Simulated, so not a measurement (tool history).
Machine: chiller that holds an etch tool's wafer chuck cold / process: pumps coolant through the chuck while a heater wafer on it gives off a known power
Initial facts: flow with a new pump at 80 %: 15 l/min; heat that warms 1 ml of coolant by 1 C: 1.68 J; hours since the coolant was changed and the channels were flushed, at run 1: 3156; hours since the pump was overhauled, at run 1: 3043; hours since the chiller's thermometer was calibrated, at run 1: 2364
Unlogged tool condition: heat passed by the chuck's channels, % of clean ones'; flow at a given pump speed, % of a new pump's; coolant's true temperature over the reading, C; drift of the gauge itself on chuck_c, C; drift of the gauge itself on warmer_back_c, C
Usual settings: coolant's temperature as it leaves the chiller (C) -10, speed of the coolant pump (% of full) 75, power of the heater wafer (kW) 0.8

run,hour,coolant's temperature as it leaves the chiller (C),speed of the coolant pump (% of full),power of the heater wafer (kW),hours since the coolant was changed and the channels were flushed,hours since the pump was overhauled,hours since the chiller's thermometer was calibrated,chuck's temperature once it has settled (C),how much warmer the coolant comes back (C)
1,0,-10,75,0.8,3156,3043,2364,-2.7,2.09
2,31.4,-10,75,0.8,3188,3074,2396,-2.4,2.09
3,100,-10,75,0.8,3256,3143,2464,-2.6,2.08
4,146,-10,75,0.717,3302,3189,2510,-3.5,1.87
5,207.9,-10,64,0.717,3364,3251,2572,-2.5,2.19
6,246.9,-10,75,0.8,3403,3290,2611,-2.8,2.1
7,301.8,-10,75,0.8,3458,3345,2666,-2.6,2.1
8,333,-10,75,0.8,3489,3376,2697,-2.5,2.09
9,402.9,-9,92,0.51,3559,3446,2767,-4.9,1.1
10,441.2,-5,97,0.542,3598,3484,2806,-0.8,1.11
11,489.4,-1,84,0.582,3646,3532,2854,4.1,1.38
12,560,-5,84,1.15,3716,3603,2924,5.3,2.66
13,606.8,-18,61,0.591,3763,3650,2971,-11.7,1.91
14,679.6,-13,63,0.509,3836,3722,3044,-7.8,1.61
15,731.2,-1,68,0.427,3888,3774,3096,2.9,1.23

Forecast each of these 5 alternatives for the next run:
A,769.9,-3,65,1.065,3926,3813,3134,?,?
B,769.9,-10,67,0.8,3926,3813,3134,?,?
C,769.9,-10,60,0.8,3926,3813,3134,?,?
D,769.9,-1,68,0.613,3926,3813,3134,?,?
E,769.9,-1,68,0.411,3926,3813,3134,?,?

run,chuck's temperature once it has settled (C),how much warmer the coolant comes back (C)
A,8.2,3.22
B,-1.6,2.38
C,-1.5,2.66
D,5,1.79
E,2.9,1.18
Take away the tool's hidden state, keep each run's random variation, and the runs would have read:
run,chuck's temperature once it has settled (C),how much warmer the coolant comes back (C)
A,7,3.12
B,-2.4,2.3
C,-2.4,2.57
D,4.5,1.73
E,2.7,1.14

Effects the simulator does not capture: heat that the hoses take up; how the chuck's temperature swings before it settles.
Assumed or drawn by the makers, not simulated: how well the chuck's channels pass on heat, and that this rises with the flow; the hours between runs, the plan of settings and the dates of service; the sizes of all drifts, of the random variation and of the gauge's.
